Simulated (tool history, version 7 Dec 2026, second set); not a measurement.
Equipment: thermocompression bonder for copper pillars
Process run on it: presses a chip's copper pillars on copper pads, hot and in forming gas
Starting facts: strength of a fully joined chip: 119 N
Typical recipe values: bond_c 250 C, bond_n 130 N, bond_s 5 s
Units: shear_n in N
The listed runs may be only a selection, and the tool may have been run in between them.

run	day	bond_c	bond_n	bond_s	shear_n
1	0.000	250	130	5	66.0
2	0.667	250	130	5	66.3
3	1.121	250	130	5	65.8
4	1.621	250	130	5	65.6
5	2.362	250	130	5	67.3
6	3.133	250	130	5	67.0
7	3.725	250	130	5	65.1
8	4.271	250	130	5	66.8
9	4.850	250	130	5	66.8
10	5.712	250	130	5	65.5
11	6.396	250	157	5	74.7
12	7.379	250	130	5	64.7
13	8.012	250	130	5	67.5
14	8.492	250	130	5	65.9
15	9.083	250	186	5	81.5
16	9.808	250	186	5	81.1
17	10.767	250	186	5	83.1
18	11.725	250	130	5	66.6
19	12.179	250	188	6	87.1
20	13.275	225	130	5	46.5
21	14.288	225	130	5	45.4
22	15.142	268	92	3	56.5
23	15.908	268	92	3	56.9
24	16.771	250	144	5	71.9
25	17.458	250	144	5	69.3
26	18.288	250	144	5	69.6
27	19.154	256	83	5	53.7
28	19.750	256	83	5	52.8
29	20.262	256	115	5	66.6
30	20.900	256	115	5	66.3
31	21.458	250	130	3	54.8
32	22.200	250	130	3	55.9
33	23.142	250	109	5	58.6
34	23.700	220	130	5	41.3
35	24.150	220	130	5	40.9
36	25.146	240	106	13	68.2

4 ways to go on from here, each from the tool as it stands after run 36. What would each give?
A	26.029	243	118	13	?
B	26.029	236	152	13	?
C	26.029	240	86	13	?
D	26.029	240	169	13	?

run	shear_n
A	76.6
B	81.9
C	60.9
D	90.0
Without the tool's hidden state the same runs would have given:
run	shear_n
A	77.3
B	82.6
C	61.5
D	90.7
